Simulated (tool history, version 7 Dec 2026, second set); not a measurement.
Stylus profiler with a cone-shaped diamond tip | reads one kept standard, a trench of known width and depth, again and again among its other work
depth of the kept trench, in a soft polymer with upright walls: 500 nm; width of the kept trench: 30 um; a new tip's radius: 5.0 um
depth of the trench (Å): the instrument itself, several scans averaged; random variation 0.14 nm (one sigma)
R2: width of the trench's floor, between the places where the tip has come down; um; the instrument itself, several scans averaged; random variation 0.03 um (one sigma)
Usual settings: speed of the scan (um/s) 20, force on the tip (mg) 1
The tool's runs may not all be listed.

run 1 day=0 | speed_of_the_scan_(um/s)=20 force_on_the_tip_(mg)=1 | depth_of_the_trench_(Å)=4996.5 R2=23.17
run 2 day=1.162 | speed_of_the_scan_(um/s)=20 force_on_the_tip_(mg)=1 | depth_of_the_trench_(Å)=4996.1 R2=23.09
run 3 day=2.383 | speed_of_the_scan_(um/s)=20 force_on_the_tip_(mg)=1 | depth_of_the_trench_(Å)=4995.8 R2=23.02
run 4 day=3.583 | speed_of_the_scan_(um/s)=20 force_on_the_tip_(mg)=1.85 | depth_of_the_trench_(Å)=5006.4 R2=23.08
run 5 day=5.629 | speed_of_the_scan_(um/s)=20 force_on_the_tip_(mg)=1.85 | depth_of_the_trench_(Å)=5007.3 R2=23
run 6 day=7.183 | speed_of_the_scan_(um/s)=20 force_on_the_tip_(mg)=1 | depth_of_the_trench_(Å)=4995.3 R2=22.97
run 7 day=8.721 | speed_of_the_scan_(um/s)=20 force_on_the_tip_(mg)=1 | depth_of_the_trench_(Å)=4995.5 R2=22.97
run 8 day=10.396 | speed_of_the_scan_(um/s)=20 force_on_the_tip_(mg)=1 | depth_of_the_trench_(Å)=4994.2 R2=22.9
-- day=11.104 new tip fitted, height scale calibrated
run 9 day=12.2 | speed_of_the_scan_(um/s)=20 force_on_the_tip_(mg)=1 | depth_of_the_trench_(Å)=5019.9 R2=25.57
run 10 day=13.942 | speed_of_the_scan_(um/s)=20 force_on_the_tip_(mg)=1 | depth_of_the_trench_(Å)=5020.7 R2=25.52
run 11 day=15.925 | speed_of_the_scan_(um/s)=20 force_on_the_tip_(mg)=1 | depth_of_the_trench_(Å)=5019.4 R2=25.46
run 12 day=17.292 | speed_of_the_scan_(um/s)=20 force_on_the_tip_(mg)=0.87 | depth_of_the_trench_(Å)=5015.9 R2=25.46
-- day=17.492 height scale calibrated on a step standard
run 13 day=18.221 | speed_of_the_scan_(um/s)=20 force_on_the_tip_(mg)=2.33 | depth_of_the_trench_(Å)=5032.5 R2=25.42
run 14 day=19.333 | speed_of_the_scan_(um/s)=20 force_on_the_tip_(mg)=2.33 | depth_of_the_trench_(Å)=5032.9 R2=25.38
run 15 day=20.604 | speed_of_the_scan_(um/s)=20 force_on_the_tip_(mg)=2.33 | depth_of_the_trench_(Å)=5032 R2=25.31
run 16 day=21.462 | speed_of_the_scan_(um/s)=15 force_on_the_tip_(mg)=1.37 | depth_of_the_trench_(Å)=5019.8 R2=25.28
run 17 day=23.112 | speed_of_the_scan_(um/s)=15 force_on_the_tip_(mg)=1.37 | depth_of_the_trench_(Å)=5019.3 R2=25.26
run 18 day=24.717 | speed_of_the_scan_(um/s)=41 force_on_the_tip_(mg)=1.87 | depth_of_the_trench_(Å)=5025.2 R2=25.19
run 19 day=26.088 | speed_of_the_scan_(um/s)=10 force_on_the_tip_(mg)=0.39 | depth_of_the_trench_(Å)=5001.1 R2=25.15
run 20 day=27.879 | speed_of_the_scan_(um/s)=8 force_on_the_tip_(mg)=2.1 | depth_of_the_trench_(Å)=5027.7 R2=25.14
-- day=28.729 height scale calibrated on a step standard, once more
run 21 day=29.438 | speed_of_the_scan_(um/s)=19 force_on_the_tip_(mg)=2.45 | depth_of_the_trench_(Å)=5045.4 R2=25.03

Forecast run 22:
run 22 day=31.154 | speed_of_the_scan_(um/s)=31 force_on_the_tip_(mg)=1.47 | depth_of_the_trench_(Å)=? R2=?

Run 22 gave depth of the trench (Å) 5032.4, R2 24.97 um.
Without the tool's hidden state the same run would have given depth of the trench (Å) 5032.6, R2 25.56 um.
